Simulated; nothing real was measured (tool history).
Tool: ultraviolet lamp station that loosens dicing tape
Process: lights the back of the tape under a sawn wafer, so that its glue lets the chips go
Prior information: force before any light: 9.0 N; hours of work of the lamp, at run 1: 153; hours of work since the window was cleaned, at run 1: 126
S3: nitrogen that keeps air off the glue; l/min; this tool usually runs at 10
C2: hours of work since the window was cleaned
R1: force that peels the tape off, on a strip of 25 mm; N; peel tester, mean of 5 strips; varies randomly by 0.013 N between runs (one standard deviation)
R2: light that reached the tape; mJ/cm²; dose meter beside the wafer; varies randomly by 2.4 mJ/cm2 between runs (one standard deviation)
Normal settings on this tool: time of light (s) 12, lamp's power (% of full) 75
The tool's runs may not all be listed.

{"run": 1, "day": 0.0, "time of light (s)": 12, "lamp's power (% of full)": 75, "S3": 10, "hours of work of the lamp": 153, "C2": 126, "R1": 0.712, "R2": 241}
{"run": 2, "day": 1.621, "time of light (s)": 12, "lamp's power (% of full)": 75, "S3": 10, "hours of work of the lamp": 170, "C2": 142, "R1": 0.695, "R2": 236}
{"run": 3, "day": 3.212, "time of light (s)": 12, "lamp's power (% of full)": 75, "S3": 10, "hours of work of the lamp": 186, "C2": 158, "R1": 0.715, "R2": 232}
{"run": 4, "day": 5.117, "time of light (s)": 12, "lamp's power (% of full)": 75, "S3": 10, "hours of work of the lamp": 205, "C2": 177, "R1": 0.769, "R2": 234}
{"run": 5, "day": 6.979, "time of light (s)": 12, "lamp's power (% of full)": 75, "S3": 10, "hours of work of the lamp": 223, "C2": 196, "R1": 0.82, "R2": 232}
{"run": 6, "day": 8.388, "time of light (s)": 12, "lamp's power (% of full)": 75, "S3": 10, "hours of work of the lamp": 237, "C2": 210, "R1": 0.817, "R2": 226}
{"run": 7, "day": 10.192, "time of light (s)": 12, "lamp's power (% of full)": 75, "S3": 10, "hours of work of the lamp": 255, "C2": 228, "R1": 0.782, "R2": 221}
{"run": 8, "day": 11.125, "time of light (s)": 12, "lamp's power (% of full)": 75, "S3": 10, "hours of work of the lamp": 265, "C2": 237, "R1": 0.775, "R2": 222}
{"run": 9, "day": 13.042, "time of light (s)": 12, "lamp's power (% of full)": 75, "S3": 10, "hours of work of the lamp": 284, "C2": 257, "R1": 0.806, "R2": 218}
{"run": 10, "day": 14.808, "time of light (s)": 12, "lamp's power (% of full)": 75, "S3": 10, "hours of work of the lamp": 302, "C2": 274, "R1": 0.865, "R2": 215}
{"run": 11, "day": 15.617, "time of light (s)": 12, "lamp's power (% of full)": 75, "S3": 10, "hours of work of the lamp": 310, "C2": 282, "R1": 0.869, "R2": 216}
{"run": 12, "day": 16.562, "time of light (s)": 12, "lamp's power (% of full)": 75, "S3": 10, "hours of work of the lamp": 319, "C2": 292, "R1": 0.87, "R2": 215}
{"run": 13, "day": 17.45, "time of light (s)": 16, "lamp's power (% of full)": 62, "S3": 9, "hours of work of the lamp": 328, "C2": 301, "R1": 0.75, "R2": 236}
{"day": 18.133, "done": "window cleaned of glue's vapour"}
{"run": 14, "day": 19.054, "time of light (s)": 12, "lamp's power (% of full)": 88, "S3": 12, "hours of work of the lamp": 344, "C2": 9, "R1": 0.675, "R2": 237}
{"run": 15, "day": 20.133, "time of light (s)": 12, "lamp's power (% of full)": 94, "S3": 7, "hours of work of the lamp": 355, "C2": 20, "R1": 0.765, "R2": 252}
{"run": 16, "day": 21.146, "time of light (s)": 12, "lamp's power (% of full)": 94, "S3": 7, "hours of work of the lamp": 365, "C2": 30, "R1": 0.777, "R2": 250}
{"run": 17, "day": 21.962, "time of light (s)": 10, "lamp's power (% of full)": 72, "S3": 10, "hours of work of the lamp": 373, "C2": 38, "R1": 1.533, "R2": 155}
{"run": 18, "day": 23.446, "time of light (s)": 11, "lamp's power (% of full)": 74, "S3": 5, "hours of work of the lamp": 388, "C2": 53, "R1": 1.633, "R2": 176}
{"run": 19, "day": 24.875, "time of light (s)": 11, "lamp's power (% of full)": 74, "S3": 5, "hours of work of the lamp": 402, "C2": 67, "R1": 1.752, "R2": 175}
{"run": 20, "day": 25.658, "time of light (s)": 11, "lamp's power (% of full)": 74, "S3": 5, "hours of work of the lamp": 410, "C2": 75, "R1": 1.78, "R2": 172}
{"day": 25.958, "done": "window cleaned of glue's vapour, once more"}
{"run": 21, "day": 27.429, "time of light (s)": 11, "lamp's power (% of full)": 74, "S3": 5, "hours of work of the lamp": 428, "C2": 15, "R1": 1.183, "R2": 214}
{"run": 22, "day": 29.292, "time of light (s)": 11, "lamp's power (% of full)": 74, "S3": 5, "hours of work of the lamp": 446, "C2": 33, "R1": 1.227, "R2": 211}
{"run": 23, "day": 30.358, "time of light (s)": 11, "lamp's power (% of full)": 74, "S3": 5, "hours of work of the lamp": 457, "C2": 44, "R1": 1.278, "R2": 211}
{"run": 24, "day": 32.146, "time of light (s)": 11, "lamp's power (% of full)": 74, "S3": 5, "hours of work of the lamp": 475, "C2": 62, "R1": 1.243, "R2": 209}

How would selected steps in R1 from run to run divide? Give the signed amount a tool lacking its hidden state would still show from settings, what came in and random variation, and the signed amount left for the hidden state, including any gauge scatter that is not in both of the compared results.
What the log doesn't record here: lamp's light, % of a new lamp's; light that the window lets through, % of a clean one's; drift of the gauge itself on peel_n, %; drift of the gauge itself on dose_mj_cm2, %.
Run 16 -> 17: time of light (s) 12 -> 10, lamp's power (% of full) 94 -> 72, S3 7 -> 10. R1 +0.756 N: hidden state +0.293, all else +0.463.
Run 20 -> 21: window cleaned of glue's vapour, once more. R1 -0.597 N: hidden state -0.541, all else -0.056.
